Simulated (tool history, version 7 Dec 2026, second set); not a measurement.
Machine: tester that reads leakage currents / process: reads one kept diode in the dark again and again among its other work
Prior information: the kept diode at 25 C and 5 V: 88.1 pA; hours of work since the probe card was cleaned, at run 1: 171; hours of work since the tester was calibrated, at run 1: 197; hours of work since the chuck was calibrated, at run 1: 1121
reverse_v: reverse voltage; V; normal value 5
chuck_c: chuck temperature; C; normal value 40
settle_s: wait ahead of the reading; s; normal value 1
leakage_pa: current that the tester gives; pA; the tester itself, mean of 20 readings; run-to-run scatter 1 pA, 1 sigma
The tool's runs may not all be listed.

run	hour	reverse_v	chuck_c	settle_s	hours of work since the probe card was cleaned	hours of work since the tester was calibrated	hours of work since the chuck was calibrated	leakage_pa
1	0	5	40	1	171	197	1121	413.33
2	42.4	3.52	40	1	189	214	1139	340.14
3	82.3	5	22	1	205	231	1155	83.84
4	121.7	5	22	1	222	247	1172	84.3
5	162	5	22	1	238	264	1189	84.33
6	182.8	5.91	22	1	247	273	1197	92.69
7	215.3	5	30	1	261	286	1211	175.79
8	254.3	12.28	30	1	277	303	1227	296.32
9	292.5	5	23	1	293	318	1243	93.92
10	335.6	5	40	1	311	336	1261	424.2
# hour 362.3: chuck's temperature calibrated
11	382	5	40	1	329	355	8	340.25
12	407.7	5	40	1	340	366	19	341.8
13	437.5	5	40	1	352	378	31	340.75
14	480.6	5	40	3.62	370	396	49	343.03
15	506.5	5	40	9.79	381	407	60	342.64
16	551.3	11.08	40	2.95	400	425	79	540.37
17	594.3	3.61	25	8.74	418	443	97	74.06
18	637	12.69	50	0.54	435	461	114	1339.71
19	679.2	12.69	50	0.54	453	479	132	1351.19
20	724.3	1.11	37	3.25	472	497	151	114.08
21	746.2	1.11	32	4.77	481	507	160	73.29
22	764.8	1.11	32	4.77	489	514	168	73.52
23	785.7	4.7	46	2.01	497	523	176	561.82
24	829.8	4.7	46	2.01	516	541	195	558.86
25	852.3	1.48	40	1	525	551	204	175.63
26	887.6	1.48	40	1	540	565	219	176.2
27	906.4	1.48	40	1	548	573	227	176.42
28	926.1	3.26	32	1	556	582	235	137.43
29	951.6	8.16	53	1.09	566	592	245	1352.22
30	983.5	8.16	53	1.09	580	605	259	1361.19

Pick out some run-to-run changes in leakage_pa. Of each, how much would a tool without hidden state show as well, from the settings, what came in and chance, and how much is left for the hidden state and any gauge scatter not in both results compared?
Hidden state present: stray current of the dirty probe card, pA a volt; current scale over the true one, %; true chuck temperature over the reading, C; drift of the gauge itself on leakage_pa, %.
Run 2 -> 3: reverse_v 3.52 -> 5, chuck_c 40 -> 22. leakage_pa -256.3 pA: hidden state -44.43, all else -211.87.
Run 9 -> 10: chuck_c 23 -> 40. leakage_pa +330.28 pA: hidden state +63.42, all else +266.86.
Run 10 -> 11: chuck's temperature calibrated. leakage_pa -83.95 pA: hidden state -85.07, all else +1.12.
Run 17 -> 18: reverse_v 3.61 -> 12.69, chuck_c 25 -> 50, settle_s 8.74 -> 0.54. leakage_pa +1265.65 pA: hidden state +16.11, all else +1249.54.
Run 19 -> 20: reverse_v 12.69 -> 1.11, chuck_c 50 -> 37, settle_s 0.54 -> 3.25. leakage_pa -1237.11 pA: hidden state -18.82, all else -1218.29.
Run 28 -> 29: reverse_v 3.26 -> 8.16, chuck_c 32 -> 53, settle_s 1 -> 1.09. leakage_pa +1214.79 pA: hidden state +38.1, all else +1176.69.
